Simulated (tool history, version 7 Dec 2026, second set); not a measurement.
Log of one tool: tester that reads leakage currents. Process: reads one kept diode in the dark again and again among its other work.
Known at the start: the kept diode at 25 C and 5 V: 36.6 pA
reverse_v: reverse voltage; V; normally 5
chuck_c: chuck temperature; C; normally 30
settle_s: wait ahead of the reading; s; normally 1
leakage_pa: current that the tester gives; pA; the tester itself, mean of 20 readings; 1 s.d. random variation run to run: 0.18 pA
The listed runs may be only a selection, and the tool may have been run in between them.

run	hour	reverse_v	chuck_c	settle_s	leakage_pa
1	0	5	30	1	58.02
2	41.5	5	30	1	57.63
3	81.1	10.86	30	1	90.16
4	113.2	5	58	1	530.46
5	145.8	5	31	1	62.81
6	196.6	5	30	5.61	56.38
7	257.6	5	30	1	57.92
8	300	5	30	9.62	56.38
9	347.2	5	30	9.62	56.36
10	384.9	5	30	7.11	56.45
11	452.3	5	32	7.11	66.87
12	518.6	5	30	1	58.01
13	551.6	5	30	1	57.68
14	605.2	5	30	1	57.84
15	662.1	5	30	1	58.22
16	706.8	15.28	30	1	112.14
17	748.6	5	30	6.05	56.79
18	791.5	5	30	1	57.79
19	825.5	5.61	30	1	61.86
20	878.5	5	30	1	58.1
21	929.1	5	30	1	58.17
22	994.8	17.87	30	1	123.79
23	1036.4	17.87	30	1	123.57
24	1067.3	2.01	24	2.69	20.66
25	1096.3	2.01	24	2.69	20.62
26	1142.9	2.01	24	2.69	20.63
27	1181.6	5	46	3.66	208.32
28	1234.5	5	46	3.66	207.68
29	1267.2	4.8	46	3.78	202.75

Run 30, settings as shown, results not yet in. Your forecast:
30	1327	4.8	46	3.78	?

Run 30 gave leakage_pa 201.9 pA.
The same run, on a tool lacking any hidden state, would have yielded leakage_pa 216.79 pA.
